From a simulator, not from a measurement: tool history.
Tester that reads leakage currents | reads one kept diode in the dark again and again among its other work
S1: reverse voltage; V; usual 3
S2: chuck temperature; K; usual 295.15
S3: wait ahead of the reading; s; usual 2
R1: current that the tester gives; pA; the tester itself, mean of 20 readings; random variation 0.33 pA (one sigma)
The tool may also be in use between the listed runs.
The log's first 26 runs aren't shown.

{"run": 27, "hour": 1113.9, "S1": 6.88, "S2": 326.15, "S3": 2.29, "R1": 2043.56}
{"run": 28, "hour": 1149.4, "S1": 6.88, "S2": 330.15, "S3": 0.34, "R1": 2705.39}
{"run": 29, "hour": 1192.6, "S1": 2.82, "S2": 314.15, "S3": 5.2, "R1": 500.59}
{"run": 30, "hour": 1220.2, "S1": 3.01, "S2": 297.15, "S3": 5.2, "R1": 135.6}
{"run": 31, "hour": 1274.0, "S1": 1.23, "S2": 298.15, "S3": 2.3, "R1": 85.68}
{"run": 32, "hour": 1329.1, "S1": 1.23, "S2": 298.15, "S3": 2.3, "R1": 86.08}
{"run": 33, "hour": 1366.8, "S1": 5.92, "S2": 300.15, "S3": 2, "R1": 258.53}
{"run": 34, "hour": 1410.4, "S1": 5.92, "S2": 300.15, "S3": 2, "R1": 259}
{"run": 35, "hour": 1444.1, "S1": 5.92, "S2": 303.15, "S3": 1.23, "R1": 329.35}

Forecast each of these 5 alternatives for the next run:
{"run": "A", "hour": 1472.3, "S1": 2.73, "S2": 320.15, "S3": 0.34, "R1": "?"}
{"run": "B", "hour": 1472.3, "S1": 13.41, "S2": 300.15, "S3": 7.32, "R1": "?"}
{"run": "C", "hour": 1472.3, "S1": 5.92, "S2": 328.15, "S3": 1.23, "R1": "?"}
{"run": "D", "hour": 1472.3, "S1": 5.92, "S2": 294.15, "S3": 1.23, "R1": "?"}
{"run": "E", "hour": 1472.3, "S1": 5.92, "S2": 332.15, "S3": 1.23, "R1": "?"}

run=A R1=763.35
run=B R1=425.43
run=C R1=2119.27
run=D R1=160.6
run=E R1=2804.16
Without the tool's hidden state the same runs would have given:
run=A R1=767.43
run=B R1=399.4
run=C R1=2133.06
run=D R1=148.8
run=E R1=2825.98
